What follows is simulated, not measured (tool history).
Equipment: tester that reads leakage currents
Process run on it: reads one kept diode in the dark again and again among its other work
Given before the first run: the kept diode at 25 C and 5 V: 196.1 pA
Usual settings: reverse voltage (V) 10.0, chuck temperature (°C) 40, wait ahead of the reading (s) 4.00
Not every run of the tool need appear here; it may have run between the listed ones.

| run | hour | reverse voltage (V) | chuck temperature (°C) | wait ahead of the reading (s) | current that the tester gives (pA) |
|---|---|---|---|---|---|
| 1 | 0.0 | 10.0 | 40 | 4.00 | 1003.75 |
| 2 | 102.1 | 10.0 | 40 | 4.00 | 1007.30 |
| 3 | 226.8 | 10.0 | 40 | 4.00 | 1001.16 |
| 4 | 340.3 | 10.0 | 40 | 2.31 | 997.38 |
| 5 | 444.4 | 10.0 | 40 | 2.31 | 1002.26 |
| 6 | 523.4 | 10.0 | 33 | 4.00 | 553.99 |
| 7 | 581.0 | 10.0 | 33 | 4.00 | 546.86 |
| 8 | 648.0 | 10.0 | 33 | 4.00 | 547.69 |
| 9 | 770.5 | 10.0 | 33 | 4.00 | 551.42 |
| 10 | 894.3 | 10.0 | 33 | 4.00 | 550.11 |
| 11 | 1015.8 | 10.0 | 40 | 1.03 | 999.74 |
| 12 | 1113.5 | 10.0 | 40 | 1.03 | 995.55 |
| 13 | 1175.4 | 10.0 | 40 | 4.00 | 996.27 |
| 14 | 1281.2 | 10.0 | 40 | 4.00 | 992.15 |
| 15 | 1393.3 | 10.0 | 43 | 4.00 | 1268.85 |
| 16 | 1459.3 | 10.0 | 40 | 1.89 | 995.01 |
| 17 | 1571.3 | 10.0 | 40 | 1.89 | 994.50 |
| 18 | 1659.0 | 1.1 | 39 | 3.57 | 326.93 |
| 19 | 1781.5 | 11.2 | 40 | 0.64 | 1039.96 |
|  | 1802.9 | chuck's temperature calibrated |
| 20 | 1920.8 | 11.2 | 40 | 0.64 | 1099.70 |
| 21 | 1997.7 | 9.6 | 40 | 0.64 | 1023.39 |
| 22 | 2139.3 | 9.6 | 40 | 0.64 | 1028.67 |
| 23 | 2233.9 | 4.3 | 47 | 3.78 | 1246.26 |
|  | 2280.3 | probe card cleaned and baked |
| 24 | 2320.2 | 3.8 | 47 | 9.59 | 1164.39 |
| 25 | 2422.1 | 5.9 | 35 | 0.97 | 519.72 |
| 26 | 2527.9 | 10.0 | 32 | 0.31 | 515.62 |
| 27 | 2658.5 | 10.0 | 32 | 0.31 | 514.38 |

Alternative continuations, all from the tool just after run 27; predict every row:
| A | 2738.1 | 3.0 | 24 | 4.00 | ? |
| B | 2738.1 | 1.8 | 40 | 4.00 | ? |
| C | 2738.1 | 19.7 | 40 | 7.70 | ? |

| run | current that the tester gives (pA) |
|---|---|
| A | 139.83 |
| B | 462.88 |
| C | 1378.82 |
Had the tool no hidden state, the same runs would have come out as:
| run | current that the tester gives (pA) |
|---|---|
| A | 142.21 |
| B | 471.68 |
| C | 1402.27 |

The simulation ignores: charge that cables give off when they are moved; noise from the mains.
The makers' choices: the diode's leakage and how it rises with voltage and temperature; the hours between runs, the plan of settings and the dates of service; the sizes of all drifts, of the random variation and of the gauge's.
